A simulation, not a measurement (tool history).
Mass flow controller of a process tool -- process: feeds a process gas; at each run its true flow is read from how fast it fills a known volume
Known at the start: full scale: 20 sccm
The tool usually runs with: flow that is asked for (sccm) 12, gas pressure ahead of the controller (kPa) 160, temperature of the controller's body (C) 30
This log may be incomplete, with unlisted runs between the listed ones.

run,hour,flow that is asked for (sccm),gas pressure ahead of the controller (kPa),temperature of the controller's body (C),true flow (%)
1,0.0,12,160,30,99.58
2,97.2,12,160,30,99.62
3,176.3,12,160,30,99.46
4,225.9,11,160,30,99.34
5,287.1,12,256,30,99.94
6,381.5,12,256,30,99.90
7,492.5,12,160,30,99.55
8,561.0,12,160,30,99.63
9,614.9,12,143,30,99.43
10,729.4,12,158,30,99.53
11,781.3,12,160,30,99.49
12,852.5,12,160,30,99.59
13,946.1,12,160,30,99.61
14,1057.4,12,160,30,99.51
15,1169.2,20,160,30,100.50
16,1248.6,12,160,37,100.31
17,1319.8,12,160,30,99.58
18,1438.8,12,160,30,99.66
19,1543.5,12,160,30,99.67
20,1633.3,12,160,30,99.61
21,1699.1,12,160,30,99.74
22,1777.1,12,160,30,99.59
23,1840.8,2,160,30,98.13
24,1953.6,12,160,30,99.74
25,2063.1,6,160,38,100.05
26,2123.3,15,190,21,99.07

Run 27 has not been measured yet. What should we expect?
27,2173.2,15,190,21,?

true flow (%): 99.21
With no hidden state in the tool, this same run would have given true flow (%) 99.05.
